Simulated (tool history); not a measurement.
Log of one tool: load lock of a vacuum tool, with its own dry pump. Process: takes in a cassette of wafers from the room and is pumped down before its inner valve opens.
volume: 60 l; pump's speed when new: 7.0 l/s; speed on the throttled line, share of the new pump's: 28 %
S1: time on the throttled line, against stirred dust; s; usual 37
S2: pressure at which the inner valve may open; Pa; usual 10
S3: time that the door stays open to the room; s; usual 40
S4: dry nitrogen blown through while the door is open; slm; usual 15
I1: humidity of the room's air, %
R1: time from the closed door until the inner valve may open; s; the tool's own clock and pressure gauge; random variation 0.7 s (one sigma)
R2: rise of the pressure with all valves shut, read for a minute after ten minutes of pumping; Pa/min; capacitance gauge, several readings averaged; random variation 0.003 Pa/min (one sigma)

Run 1, hour 0.0: usual settings; I1 48.7. Result: R1 118.9 s, R2 0.028 Pa/min.
Run 2, hour 92.7: usual settings; I1 47.1. Result: R1 119.1 s, R2 0.025 Pa/min.
Run 3, hour 158.1: usual settings; I1 47.7. Result: R1 118.6 s, R2 0.026 Pa/min.
Run 4, hour 198.3: usual settings; I1 46.1. Result: R1 120.0 s, R2 0.030 Pa/min.
Run 5, hour 251.8: usual settings but S2 8 Pa; I1 48.0. Result: R1 121.4 s, R2 0.028 Pa/min.
Run 6, hour 336.4: usual settings but S2 8 Pa; I1 47.9. Result: R1 120.4 s, R2 0.028 Pa/min.
Run 7, hour 424.3: usual settings but S1 22 s; I1 45.1. Result: R1 107.8 s, R2 0.026 Pa/min.
Run 8, hour 481.8: usual settings but S1 22 s; I1 42.6. Result: R1 109.2 s, R2 0.029 Pa/min.
Run 9, hour 531.6: usual settings; I1 45.0. Result: R1 119.3 s, R2 0.028 Pa/min.
Run 10, hour 624.8: usual settings; I1 45.6. Result: R1 119.1 s, R2 0.031 Pa/min.
Run 11, hour 668.7: usual settings but S4 31 slm; I1 43.9. Result: R1 118.5 s, R2 0.025 Pa/min.
Run 12, hour 757.8: usual settings but S4 31 slm; I1 44.8. Result: R1 119.8 s, R2 0.024 Pa/min.
Run 13, hour 821.3: usual settings but S4 24 slm; I1 46.4. Result: R1 120.5 s, R2 0.033 Pa/min.
Run 14, hour 917.8: usual settings but S4 24 slm; I1 43.3. Result: R1 119.3 s, R2 0.024 Pa/min.
Run 15, hour 960.8: usual settings but S4 24 slm; I1 45.4. Result: R1 120.0 s, R2 0.026 Pa/min.
Run 16, hour 1029.5: usual settings but S4 24 slm; I1 43.1. Result: R1 119.7 s, R2 0.032 Pa/min.
Run 17, hour 1085.1: usual settings but S4 39 slm; I1 43.0. Result: R1 119.4 s, R2 0.026 Pa/min.
Run 18, hour 1151.6: usual settings but S2 8 Pa, S4 39 slm; I1 42.9. Result: R1 122.6 s, R2 0.028 Pa/min.
Run 19, hour 1194.5: usual settings but S2 8 Pa, S4 39 slm; I1 43.7. Result: R1 123.5 s, R2 0.024 Pa/min.
Run 20, hour 1263.7: usual settings but S1 33 s, S3 87 s; I1 45.0. Result: R1 117.2 s, R2 0.047 Pa/min.
Run 21, hour 1312.5: usual settings but S1 40 s, S2 18 Pa, S3 28 s, S4 7 slm; I1 48.6. Result: R1 115.2 s, R2 0.040 Pa/min.
Run 22, hour 1357.8: usual settings but S3 26 s; I1 44.5. Result: R1 122.1 s, R2 0.023 Pa/min.
Run 23, hour 1446.7: usual settings but S1 21 s, S2 8 Pa, S3 26 s, S4 9 slm; I1 44.3. Result: R1 112.1 s, R2 0.034 Pa/min.
Run 24, hour 1522.8: usual settings but S1 21 s, S2 8 Pa, S3 26 s, S4 9 slm; I1 46.1. Result: R1 112.7 s, R2 0.035 Pa/min.
Run 25, hour 1613.1: usual settings but S2 17 Pa, S3 64 s, S4 5 slm; I1 44.5. Result: R1 113.4 s, R2 0.045 Pa/min.
Run 26, hour 1700.2: usual settings but S2 18 Pa, S3 55 s, S4 5 slm; I1 43.7. Result: R1 113.7 s, R2 0.052 Pa/min.
Run 27, hour 1780.4: usual settings but S1 42 s, S2 7 Pa, S3 50 s; I1 45.9. Result: R1 128.5 s, R2 0.041 Pa/min.
Run 28, hour 1862.0: usual settings but S3 54 s, S4 25 slm; I1 48.1. Result: R1 121.3 s, R2 0.042 Pa/min.
Run 29, hour 1958.0: usual settings but S3 54 s, S4 29 slm; I1 45.7. Result: R1 121.0 s, R2 0.039 Pa/min.
Run 30, hour 2020.7: usual settings but S1 21 s, S2 7 Pa, S3 25 s, S4 17 slm; I1 43.2. Result: R1 113.9 s, R2 0.034 Pa/min.
Run 31, hour 2096.6: usual settings but S1 19 s, S2 15 Pa; I1 44.7. Result: R1 106.6 s, R2 0.041 Pa/min.
Run 32, hour 2183.1: usual settings but S1 19 s, S2 15 Pa, S3 55 s; I1 45.9. Result: R1 105.9 s, R2 0.052 Pa/min.
Run 33, hour 2269.3: usual settings but S1 19 s, S2 15 Pa, S3 55 s; I1 45.0. Result: R1 103.3 s, R2 0.049 Pa/min.
Run 34, hour 2313.1: usual settings but S1 19 s, S2 15 Pa, S3 55 s; I1 44.8. Result: R1 105.7 s, R2 0.050 Pa/min.
Run 35, hour 2406.6: usual settings but S3 54 s; I1 46.9. Result: R1 122.2 s, R2 0.048 Pa/min.
Run 36, hour 2482.3: usual settings but S3 54 s; I1 46.7. Result: R1 120.7 s, R2 0.048 Pa/min.
Run 37, hour 2550.2: usual settings but S1 68 s, S3 33 s, S4 9 slm; I1 43.4. Result: R1 141.0 s, R2 0.051 Pa/min.
Run 38, hour 2645.4: usual settings but S3 38 s, S4 7 slm; I1 45.4. Result: R1 120.2 s, R2 0.053 Pa/min.

Forecast each of these 3 alternatives for the next run:
Run A, hour 2720.3: usual settings but S1 48 s, S2 15 Pa, S3 129 s; I1 46.4. Result: R1 ?, R2 ?.
Run B, hour 2720.3: usual settings but S2 8 Pa, S3 69 s, S4 20 slm; I1 45.8. Result: R1 ?, R2 ?.
Run C, hour 2720.3: usual settings but S3 36 s, S4 9 slm; I1 49.0. Result: R1 ?, R2 ?.

run     R1     R2
  A  126.0  0.058
  B  123.3  0.052
  C  121.3  0.050
Without the tool's hidden state the same runs would have given:
run     R1     R2
  A  111.9  0.034
  B  107.5  0.028
  C  105.8  0.026
